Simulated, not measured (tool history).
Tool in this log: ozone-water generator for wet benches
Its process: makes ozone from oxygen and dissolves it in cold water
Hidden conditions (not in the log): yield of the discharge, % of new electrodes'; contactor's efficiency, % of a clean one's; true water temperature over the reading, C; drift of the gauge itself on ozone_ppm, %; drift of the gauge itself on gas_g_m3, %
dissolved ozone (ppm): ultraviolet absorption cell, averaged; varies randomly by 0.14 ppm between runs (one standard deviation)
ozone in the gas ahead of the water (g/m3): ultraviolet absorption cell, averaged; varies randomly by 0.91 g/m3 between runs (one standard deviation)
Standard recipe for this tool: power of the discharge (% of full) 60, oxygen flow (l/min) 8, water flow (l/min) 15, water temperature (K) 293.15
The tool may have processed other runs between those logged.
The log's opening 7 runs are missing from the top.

| run | day | power of the discharge (% of full) | oxygen flow (l/min) | water flow (l/min) | water temperature (K) | hours of work since the electrodes were changed | hours of work since the contactor was cleaned | hours of work since the thermometer was calibrated | dissolved ozone (ppm) | ozone in the gas ahead of the water (g/m3) |
|---|---|---|---|---|---|---|---|---|---|---|
| 8 | 48.25 | 60 | 7.06 | 15 | 297.15 | 4069 | 7970 | 3290 | 16.3 | 164.1 |
| 9 | 52.092 | 60 | 7.06 | 15 | 298.15 | 4154 | 8055 | 3375 | 16.1 | 163.6 |
| 10 | 55.554 | 60 | 8 | 15 | 288.15 | 4230 | 8131 | 3451 | 18.9 | 150.3 |
| 11 | 63.483 | 60 | 8 | 15 | 288.15 | 4404 | 8305 | 3625 | 18.8 | 152 |
| 12 | 68.021 | 60 | 8 | 15 | 288.15 | 4504 | 8405 | 3724 | 18.8 | 150 |
| 13 | 72.008 | 60 | 8 | 15 | 293.15 | 4591 | 8492 | 3812 | 16.8 | 150.1 |
|  | 75.9 | water thermometer calibrated |
| 14 | 76.121 | 60 | 7.93 | 15 | 293.15 | 4681 | 8582 | 5 | 17.1 | 152 |
| 15 | 83.858 | 60 | 7.93 | 15 | 293.15 | 4851 | 8752 | 175 | 16.9 | 151.9 |
| 16 | 91.746 | 60 | 7.93 | 15 | 293.15 | 5024 | 8926 | 348 | 17.1 | 151.6 |
| 17 | 95.304 | 60 | 7.93 | 15 | 293.15 | 5103 | 9004 | 426 | 17.1 | 151.2 |
| 18 | 103.15 | 60 | 7.93 | 15 | 293.15 | 5275 | 9176 | 599 | 16.9 | 150.5 |
| 19 | 107.888 | 60 | 7.84 | 19 | 290.15 | 5379 | 9280 | 703 | 15 | 151.3 |
| 20 | 113.129 | 41 | 8 | 16 | 293.15 | 5494 | 9395 | 818 | 12.3 | 116.7 |
| 21 | 117.854 | 60 | 11.15 | 15 | 288.15 | 5598 | 9499 | 922 | 16.9 | 120.8 |
| 22 | 121.45 | 60 | 12.83 | 15 | 300.15 | 5677 | 9578 | 1001 | 12.1 | 111.1 |
| 23 | 128.983 | 78 | 11.43 | 11 | 293.15 | 5843 | 9744 | 1166 | 21.6 | 139.5 |
| 24 | 136.996 | 64 | 8 | 9 | 293.15 | 6019 | 9920 | 1342 | 24.5 | 155.7 |
| 25 | 144.988 | 64 | 8 | 9 | 293.15 | 6194 | 10095 | 1518 | 24.5 | 154.7 |
| 26 | 151.338 | 64 | 8 | 9 | 293.15 | 6334 | 10235 | 1657 | 24 | 154.8 |
| 27 | 158.079 | 60 | 11.99 | 9 | 301.15 | 6482 | 10383 | 1805 | 16 | 115.9 |
| 28 | 162.971 | 60 | 4.6 | 9 | 293.15 | 6589 | 10490 | 1913 | 28 | 213.1 |
| 29 | 166.65 | 53 | 12.77 | 10 | 288.15 | 6670 | 10571 | 1994 | 19.6 | 101.2 |
| 30 | 173.825 | 53 | 12.77 | 10 | 288.15 | 6828 | 10729 | 2151 | 19 | 100.4 |

Forecast run 31:
|  | 180.5 | contactor cleaned |
| 31 | 180.979 | 84 | 8 | 15 | 295.15 | 6981 | 10 | 2305 | ? | ? |

{"run 31": {"dissolved ozone (ppm)": 20, "ozone in the gas ahead of the water (g/m3)": 186}}
Had the tool carried no hidden state, the very same run would have given dissolved ozone (ppm) 20, ozone in the gas ahead of the water (g/m3) 190.9.
